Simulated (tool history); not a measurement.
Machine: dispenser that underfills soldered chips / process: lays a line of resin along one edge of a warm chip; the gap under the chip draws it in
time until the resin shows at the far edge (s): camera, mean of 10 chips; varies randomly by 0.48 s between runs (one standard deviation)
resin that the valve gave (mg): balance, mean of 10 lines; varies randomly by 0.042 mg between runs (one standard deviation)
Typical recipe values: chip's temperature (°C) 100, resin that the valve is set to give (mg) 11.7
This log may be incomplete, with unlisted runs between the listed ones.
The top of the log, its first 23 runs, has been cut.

run,hour,chip's temperature (°C),resin that the valve is set to give (mg),hours of work since the syringe was changed,hours of work since the valve was cleaned,hours of work since the stage was calibrated,time until the resin shows at the far edge (s),resin that the valve gave (mg)
24,91.4,107,12.2,4,35,96,31.4,11.77
25,95.5,107,11.9,7,39,99,34.8,11.42
# hour 96.8: new syringe of resin
26,98.1,107,11.4,1,40,101,29.1,10.97
27,100.8,104,9.9,3,42,103,37.8,9.5
28,104,104,13,6,45,105,38.4,12.41
# hour 106.8: new syringe of resin
29,108.4,87,13.2,1,48,109,63.9,12.58
30,113.4,99,14.1,5,52,112,44.9,13.45
# hour 117.2: new syringe of resin
31,118.4,115,15.1,1,55,116,20.7,14.24
32,123.1,115,13.7,5,59,120,23.9,12.9
33,125.8,99,12.2,7,61,122,49.7,11.47
# hour 127.5: new syringe of resin
34,129,99,12.2,1,63,124,39.5,11.39
35,132.9,89,11.7,4,66,127,67.6,10.95

Branching from run 35: 5 alternative next runs. What would each branch give?
A,137,114,13.3,7,69,130,?,?
B,137,101,14.6,7,69,130,?,?
C,137,97,12.1,7,69,130,?,?
D,137,89,11.7,7,69,130,?,?
E,137,103,11.7,7,69,130,?,?

run,time until the resin shows at the far edge (s),resin that the valve gave (mg)
A,28.1,12.37
B,44.9,13.61
C,54.2,11.36
D,77,10.89
E,43.1,10.93
With no hidden state in the tool, these same runs would have given:
run,time until the resin shows at the far edge (s),resin that the valve gave (mg)
A,21.4,13.27
B,34.3,14.59
C,41.2,12.18
D,58.7,11.68
E,32.8,11.72
